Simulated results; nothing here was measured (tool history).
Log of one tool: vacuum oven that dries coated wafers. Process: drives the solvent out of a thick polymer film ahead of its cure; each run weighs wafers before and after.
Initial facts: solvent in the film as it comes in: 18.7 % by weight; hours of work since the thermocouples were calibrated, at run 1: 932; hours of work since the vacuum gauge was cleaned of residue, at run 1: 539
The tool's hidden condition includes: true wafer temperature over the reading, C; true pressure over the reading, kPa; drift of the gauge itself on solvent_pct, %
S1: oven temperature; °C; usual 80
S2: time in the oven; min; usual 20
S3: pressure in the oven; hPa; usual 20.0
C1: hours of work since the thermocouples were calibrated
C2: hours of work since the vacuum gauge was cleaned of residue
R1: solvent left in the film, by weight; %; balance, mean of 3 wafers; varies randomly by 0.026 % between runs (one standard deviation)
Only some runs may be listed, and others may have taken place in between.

run 1 hour=0.0 | S1=80 S2=20 S3=20.0 | C1=932 C2=539 | R1=1.62
-- hour=19.6 oven's thermocouples calibrated
run 2 hour=20.5 | S1=80 S2=20 S3=20.0 | C1=1 C2=551 | R1=1.57
run 3 hour=36.6 | S1=80 S2=20 S3=20.0 | C1=11 C2=562 | R1=1.59
run 4 hour=61.8 | S1=80 S2=20 S3=20.0 | C1=28 C2=579 | R1=1.61
run 5 hour=92.5 | S1=80 S2=20 S3=20.0 | C1=48 C2=599 | R1=1.54
run 6 hour=119.9 | S1=86 S2=20 S3=20.0 | C1=67 C2=618 | R1=0.95
run 7 hour=144.4 | S1=86 S2=20 S3=20.0 | C1=83 C2=634 | R1=0.93
run 8 hour=160.1 | S1=69 S2=21 S3=20.8 | C1=93 C2=644 | R1=4.59
run 9 hour=176.0 | S1=92 S2=33 S3=15.3 | C1=104 C2=655 | R1=0.51
run 10 hour=199.9 | S1=91 S2=20 S3=32.7 | C1=120 C2=671 | R1=1.13
run 11 hour=228.3 | S1=67 S2=11 S3=38.8 | C1=139 C2=690 | R1=9.59

Branching from run 11: 5 alternative next runs. What would each branch give?
run A hour=247.8 | S1=80 S2=23 S3=42.5 | C1=152 C2=703 | R1=?
run B hour=247.8 | S1=80 S2=19 S3=29.3 | C1=152 C2=703 | R1=?
run C hour=247.8 | S1=71 S2=20 S3=20.0 | C1=152 C2=703 | R1=?
run D hour=247.8 | S1=80 S2=12 S3=20.0 | C1=152 C2=703 | R1=?
run E hour=247.8 | S1=80 S2=20 S3=75.8 | C1=152 C2=703 | R1=?

run=A R1=2.55
run=B R1=2.13
run=C R1=3.98
run=D R1=2.94
run=E R1=4.53
What these runs would have given with no unlogged condition in the tool:
run=A R1=2.55
run=B R1=2.12
run=C R1=3.97
run=D R1=2.94
run=E R1=4.52

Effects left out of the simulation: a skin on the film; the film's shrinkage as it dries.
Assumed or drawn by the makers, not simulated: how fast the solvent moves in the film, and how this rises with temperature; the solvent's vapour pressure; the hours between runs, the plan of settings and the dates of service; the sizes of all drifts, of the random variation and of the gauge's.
